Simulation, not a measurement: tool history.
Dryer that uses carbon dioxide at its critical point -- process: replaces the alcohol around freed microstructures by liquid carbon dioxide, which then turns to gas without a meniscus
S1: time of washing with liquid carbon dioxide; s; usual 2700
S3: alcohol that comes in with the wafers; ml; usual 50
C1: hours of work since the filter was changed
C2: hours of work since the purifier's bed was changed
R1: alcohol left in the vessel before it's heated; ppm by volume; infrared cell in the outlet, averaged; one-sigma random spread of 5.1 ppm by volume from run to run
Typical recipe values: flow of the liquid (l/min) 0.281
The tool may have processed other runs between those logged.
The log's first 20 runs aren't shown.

{"run": 21, "day": 32.283, "S1": 2700, "flow of the liquid (l/min)": 0.287, "S3": 103, "C1": 538, "C2": 825, "R1": 252}
{"run": 22, "day": 34.283, "S1": 2220, "flow of the liquid (l/min)": 0.175, "S3": 98, "C1": 554, "C2": 841, "R1": 3084}
{"run": 23, "day": 36.279, "S1": 2220, "flow of the liquid (l/min)": 0.181, "S3": 98, "C1": 571, "C2": 858, "R1": 2838}
{"day": 37.496, "done": "inlet filter changed"}
{"run": 24, "day": 38.362, "S1": 2220, "flow of the liquid (l/min)": 0.384, "S3": 98, "C1": 7, "C2": 874, "R1": 125}
{"run": 25, "day": 40.504, "S1": 2220, "flow of the liquid (l/min)": 0.384, "S3": 98, "C1": 25, "C2": 892, "R1": 124}
{"run": 26, "day": 42.092, "S1": 3240, "flow of the liquid (l/min)": 0.21, "S3": 92, "C1": 38, "C2": 905, "R1": 278}
{"day": 43.312, "done": "purifier's bed changed"}
{"run": 27, "day": 44.154, "S1": 1800, "flow of the liquid (l/min)": 0.223, "S3": 31, "C1": 54, "C2": 7, "R1": 677}
{"run": 28, "day": 46.471, "S1": 1800, "flow of the liquid (l/min)": 0.223, "S3": 31, "C1": 73, "C2": 26, "R1": 669}
{"run": 29, "day": 48.167, "S1": 1800, "flow of the liquid (l/min)": 0.223, "S3": 31, "C1": 87, "C2": 40, "R1": 675}
{"run": 30, "day": 49.308, "S1": 3120, "flow of the liquid (l/min)": 0.223, "S3": 33, "C1": 96, "C2": 49, "R1": 82}
{"run": 31, "day": 50.775, "S1": 2760, "flow of the liquid (l/min)": 0.292, "S3": 33, "C1": 108, "C2": 61, "R1": 42}
{"run": 32, "day": 51.842, "S1": 3420, "flow of the liquid (l/min)": 0.281, "S3": 35, "C1": 117, "C2": 70, "R1": 16}
{"run": 33, "day": 53.962, "S1": 1980, "flow of the liquid (l/min)": 0.351, "S3": 81, "C1": 135, "C2": 88, "R1": 196}
{"run": 34, "day": 55.383, "S1": 2700, "flow of the liquid (l/min)": 0.271, "S3": 26, "C1": 146, "C2": 99, "R1": 59}
{"run": 35, "day": 56.808, "S1": 2700, "flow of the liquid (l/min)": 0.175, "S3": 115, "C1": 158, "C2": 111, "R1": 1537}
{"run": 36, "day": 59.096, "S1": 2700, "flow of the liquid (l/min)": 0.175, "S3": 115, "C1": 177, "C2": 130, "R1": 1532}
{"run": 37, "day": 60.808, "S1": 2700, "flow of the liquid (l/min)": 0.175, "S3": 115, "C1": 191, "C2": 144, "R1": 1595}

What if the next run were any one of these 3? Each begins from the tool's condition after run 37:
{"run": "A", "day": 62.35, "S1": 2160, "flow of the liquid (l/min)": 0.194, "S3": 88, "C1": 204, "C2": 157, "R1": "?"}
{"run": "B", "day": 62.35, "S1": 4260, "flow of the liquid (l/min)": 0.173, "S3": 75, "C1": 204, "C2": 157, "R1": "?"}
{"run": "C", "day": 62.35, "S1": 2460, "flow of the liquid (l/min)": 0.243, "S3": 115, "C1": 204, "C2": 157, "R1": "?"}

run=A R1=1805
run=B R1=150
run=C R1=615
Without the tool's hidden state the same runs would have given:
run=A R1=1565
run=B R1=109
run=C R1=498

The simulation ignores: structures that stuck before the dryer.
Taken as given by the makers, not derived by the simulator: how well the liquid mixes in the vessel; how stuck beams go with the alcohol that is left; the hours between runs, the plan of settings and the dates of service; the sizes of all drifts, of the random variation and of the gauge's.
